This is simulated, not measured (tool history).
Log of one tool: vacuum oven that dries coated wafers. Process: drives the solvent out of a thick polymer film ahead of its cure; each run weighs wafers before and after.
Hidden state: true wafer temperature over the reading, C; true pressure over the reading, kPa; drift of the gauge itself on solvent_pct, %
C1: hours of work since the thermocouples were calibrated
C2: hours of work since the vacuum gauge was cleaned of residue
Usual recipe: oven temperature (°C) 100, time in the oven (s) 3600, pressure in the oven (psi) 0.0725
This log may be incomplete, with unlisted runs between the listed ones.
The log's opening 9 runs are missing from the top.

run 10 day=4.538 | oven_temperature_(°C)=100 time_in_the_oven_(s)=3600 pressure_in_the_oven_(psi)=0.0725 | C1=932 C2=235 | solvent_left_in_the_film_(%)=0.92
run 11 day=5.346 | oven_temperature_(°C)=100 time_in_the_oven_(s)=3600 pressure_in_the_oven_(psi)=0.0725 | C1=942 C2=245 | solvent_left_in_the_film_(%)=0.88
run 12 day=6.004 | oven_temperature_(°C)=100 time_in_the_oven_(s)=3600 pressure_in_the_oven_(psi)=0.0725 | C1=950 C2=254 | solvent_left_in_the_film_(%)=0.94
run 13 day=6.725 | oven_temperature_(°C)=100 time_in_the_oven_(s)=3600 pressure_in_the_oven_(psi)=0.0725 | C1=959 C2=263 | solvent_left_in_the_film_(%)=0.93
run 14 day=7.433 | oven_temperature_(°C)=100 time_in_the_oven_(s)=3600 pressure_in_the_oven_(psi)=0.0725 | C1=969 C2=272 | solvent_left_in_the_film_(%)=0.94
run 15 day=8.012 | oven_temperature_(°C)=100 time_in_the_oven_(s)=3600 pressure_in_the_oven_(psi)=0.0725 | C1=976 C2=279 | solvent_left_in_the_film_(%)=0.89
run 16 day=8.571 | oven_temperature_(°C)=100 time_in_the_oven_(s)=2520 pressure_in_the_oven_(psi)=0.0725 | C1=983 C2=286 | solvent_left_in_the_film_(%)=2.01
run 17 day=8.962 | oven_temperature_(°C)=100 time_in_the_oven_(s)=2520 pressure_in_the_oven_(psi)=0.0725 | C1=988 C2=291 | solvent_left_in_the_film_(%)=2.04
run 18 day=9.758 | oven_temperature_(°C)=100 time_in_the_oven_(s)=2520 pressure_in_the_oven_(psi)=0.0725 | C1=998 C2=301 | solvent_left_in_the_film_(%)=2.02
run 19 day=10.196 | oven_temperature_(°C)=100 time_in_the_oven_(s)=2520 pressure_in_the_oven_(psi)=0.0725 | C1=1004 C2=307 | solvent_left_in_the_film_(%)=1.98
run 20 day=10.788 | oven_temperature_(°C)=100 time_in_the_oven_(s)=2520 pressure_in_the_oven_(psi)=0.0725 | C1=1011 C2=314 | solvent_left_in_the_film_(%)=2.05
run 21 day=11.604 | oven_temperature_(°C)=100 time_in_the_oven_(s)=2520 pressure_in_the_oven_(psi)=0.0725 | C1=1021 C2=325 | solvent_left_in_the_film_(%)=2.03
run 22 day=12.379 | oven_temperature_(°C)=100 time_in_the_oven_(s)=6300 pressure_in_the_oven_(psi)=0.0725 | C1=1031 C2=335 | solvent_left_in_the_film_(%)=0.19
-- day=12.538 oven's thermocouples calibrated
run 23 day=12.871 | oven_temperature_(°C)=94 time_in_the_oven_(s)=3600 pressure_in_the_oven_(psi)=0.0725 | C1=4 C2=340 | solvent_left_in_the_film_(%)=1.71
run 24 day=13.617 | oven_temperature_(°C)=92 time_in_the_oven_(s)=3540 pressure_in_the_oven_(psi)=0.1504 | C1=14 C2=349 | solvent_left_in_the_film_(%)=2.44
run 25 day=14.442 | oven_temperature_(°C)=86 time_in_the_oven_(s)=3840 pressure_in_the_oven_(psi)=0.1997 | C1=24 C2=360 | solvent_left_in_the_film_(%)=3.32
run 26 day=14.925 | oven_temperature_(°C)=91 time_in_the_oven_(s)=4320 pressure_in_the_oven_(psi)=0.0508 | C1=30 C2=366 | solvent_left_in_the_film_(%)=1.43

The next listed run, before its measurement:
run 27 day=15.442 | oven_temperature_(°C)=100 time_in_the_oven_(s)=4860 pressure_in_the_oven_(psi)=0.0989 | C1=37 C2=372 | solvent_left_in_the_film_(%)=?

Run 27 yielded solvent left in the film (%) 0.54.
With the hidden condition absent and the run-to-run variation left alone, this run would have shown solvent left in the film (%) 0.42.
